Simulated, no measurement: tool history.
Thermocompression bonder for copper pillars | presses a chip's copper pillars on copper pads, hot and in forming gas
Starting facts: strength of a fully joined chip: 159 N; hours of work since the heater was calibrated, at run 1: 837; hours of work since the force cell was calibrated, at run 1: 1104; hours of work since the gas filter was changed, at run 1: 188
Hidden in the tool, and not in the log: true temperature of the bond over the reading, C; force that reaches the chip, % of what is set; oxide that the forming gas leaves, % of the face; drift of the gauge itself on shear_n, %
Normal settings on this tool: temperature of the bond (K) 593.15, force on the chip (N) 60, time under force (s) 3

| run | day | temperature of the bond (K) | force on the chip (N) | time under force (s) | hours of work since the heater was calibrated | hours of work since the force cell was calibrated | hours of work since the gas filter was changed | force that shears a chip off (N) |
|---|---|---|---|---|---|---|---|---|
| 1 | 0 | 593.15 | 60 | 3 | 837 | 1104 | 188 | 81.3 |
| 2 | 1.688 | 593.15 | 37 | 3 | 865 | 1132 | 215 | 61.4 |
| 3 | 2.871 | 593.15 | 37 | 3 | 884 | 1151 | 235 | 61 |
| 4 | 4.921 | 578.15 | 60 | 3 | 918 | 1185 | 269 | 65.3 |
| 5 | 6.042 | 578.15 | 60 | 3 | 936 | 1203 | 287 | 66.6 |
|  | 7.417 | forming gas filter changed |
| 6 | 7.975 | 578.15 | 60 | 3 | 968 | 1235 | 9 | 71.3 |
| 7 | 9.271 | 578.15 | 60 | 3 | 989 | 1256 | 31 | 70.3 |
| 8 | 11.312 | 578.15 | 60 | 3 | 1023 | 1290 | 64 | 71.3 |
| 9 | 12.35 | 578.15 | 60 | 3 | 1040 | 1307 | 81 | 70.2 |
| 10 | 14.392 | 593.15 | 60 | 3 | 1074 | 1341 | 115 | 82 |
| 11 | 16.833 | 593.15 | 60 | 3 | 1114 | 1381 | 155 | 82.3 |
|  | 17.408 | heater calibrated with a thermocouple chip |
| 12 | 18.983 | 599.15 | 60 | 4 | 26 | 1415 | 189 | 100.5 |
|  | 19.175 | force cell calibrated |
| 13 | 21.254 | 581.15 | 47 | 3 | 62 | 34 | 226 | 65.7 |
| 14 | 22.271 | 592.15 | 72 | 6 | 79 | 51 | 242 | 110.5 |
| 15 | 23.871 | 593.15 | 78 | 3 | 105 | 77 | 269 | 94.1 |
| 16 | 26.083 | 593.15 | 78 | 3 | 142 | 114 | 305 | 92.3 |
|  | 26.288 | forming gas filter changed |
| 17 | 28.088 | 593.15 | 41 | 3 | 175 | 147 | 30 | 72.6 |
| 18 | 29.317 | 585.15 | 45 | 3 | 195 | 167 | 50 | 68 |
| 19 | 30.3 | 585.15 | 45 | 3 | 211 | 183 | 66 | 68.5 |
| 20 | 31.879 | 615.15 | 41 | 4 | 237 | 209 | 92 | 97.2 |
|  | 33.129 | force cell calibrated, once more |
| 21 | 34.104 | 590.15 | 41 | 3 | 273 | 16 | 128 | 71.1 |

For each entry between runs, how does the tool's hidden state at the last listed run before it compare with that at the first listed run after it?
Logged between run 5 and run 6: forming gas filter changed (day 7.417)
  true temperature of the bond over the reading, C: -7.1 -> -7.3; force that reaches the chip, % of what is set: 95.7 -> 95.6; oxide that the forming gas leaves, % of the face: 7.87 -> 0.82
  measured less the result without the state, force that shears a chip off (N): -13.9 -> -9.2
Logged between run 11 and run 12: heater calibrated with a thermocouple chip (day 17.408)
  true temperature of the bond over the reading, C: -8.5 -> 0.2; force that reaches the chip, % of what is set: 95.2 -> 95.1; oxide that the forming gas leaves, % of the face: 4.75 -> 5.61
  measured less the result without the state, force that shears a chip off (N): -14.1 -> -7.6
Logged between run 12 and run 13: force cell calibrated (day 19.175)
  true temperature of the bond over the reading, C: 0.2 -> -0.1; force that reaches the chip, % of what is set: 95.1 -> 93.3; oxide that the forming gas leaves, % of the face: 5.61 -> 6.64
  measured less the result without the state, force that shears a chip off (N): -7.6 -> -7.3
Logged between run 16 and run 17: forming gas filter changed (day 26.288)
  true temperature of the bond over the reading, C: -0.8 -> -1; force that reaches the chip, % of what is set: 93 -> 92.9; oxide that the forming gas leaves, % of the face: 8.76 -> 1.3
  measured less the result without the state, force that shears a chip off (N): -12.4 -> -4.8
Logged between run 20 and run 21: force cell calibrated, once more (day 33.129)
  true temperature of the bond over the reading, C: -1.6 -> -1.8; force that reaches the chip, % of what is set: 92.7 -> 99.7; oxide that the forming gas leaves, % of the face: 2.91 -> 3.96
  measured less the result without the state, force that shears a chip off (N): -7.2 -> -4.3

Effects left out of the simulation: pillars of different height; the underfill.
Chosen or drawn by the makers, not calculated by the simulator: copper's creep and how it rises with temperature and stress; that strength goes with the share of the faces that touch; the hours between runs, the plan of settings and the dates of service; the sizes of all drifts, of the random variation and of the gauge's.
